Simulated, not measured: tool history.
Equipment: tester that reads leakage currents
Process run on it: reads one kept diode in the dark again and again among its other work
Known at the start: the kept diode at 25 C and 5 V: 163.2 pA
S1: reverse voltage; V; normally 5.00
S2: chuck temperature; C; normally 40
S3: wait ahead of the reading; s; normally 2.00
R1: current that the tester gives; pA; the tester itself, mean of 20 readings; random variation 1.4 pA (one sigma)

run,hour,S1,S2,S3,R1
1,0.0,5.00,40,2.00,436.47
2,70.1,10.77,40,2.00,627.99
3,142.0,10.77,40,2.00,626.03
4,204.7,10.77,40,3.00,618.14
# hour 211.3: chuck's temperature calibrated
5,246.8,5.00,40,2.00,395.59
6,304.8,5.00,40,2.00,390.66
7,350.6,5.00,33,2.00,240.14
8,406.7,5.00,33,2.00,238.56
9,449.8,1.51,34,0.78,141.70
10,522.0,1.51,34,0.78,140.90
11,583.4,2.63,54,0.78,689.03
# hour 636.5: chuck's temperature calibrated, once more
12,636.5,1.51,54,0.78,651.52
# hour 657.9: probe card cleaned and baked
13,672.9,1.51,54,0.78,644.72

5 options for the next run, each taken on its own from the tool as it stands now. Forecast them:
A,720.8,5.00,40,6.61,?
B,720.8,3.16,21,2.31,?
C,720.8,1.51,43,0.78,?
D,720.8,10.79,54,0.57,?
E,720.8,1.84,31,0.78,?

run,R1
A,465.48
B,96.34
C,320.11
D,1665.15
E,154.42
Stripped of hidden state, with their random variation kept, the same runs would have yielded:
run,R1
A,470.44
B,97.50
C,323.47
D,1681.18
E,156.18

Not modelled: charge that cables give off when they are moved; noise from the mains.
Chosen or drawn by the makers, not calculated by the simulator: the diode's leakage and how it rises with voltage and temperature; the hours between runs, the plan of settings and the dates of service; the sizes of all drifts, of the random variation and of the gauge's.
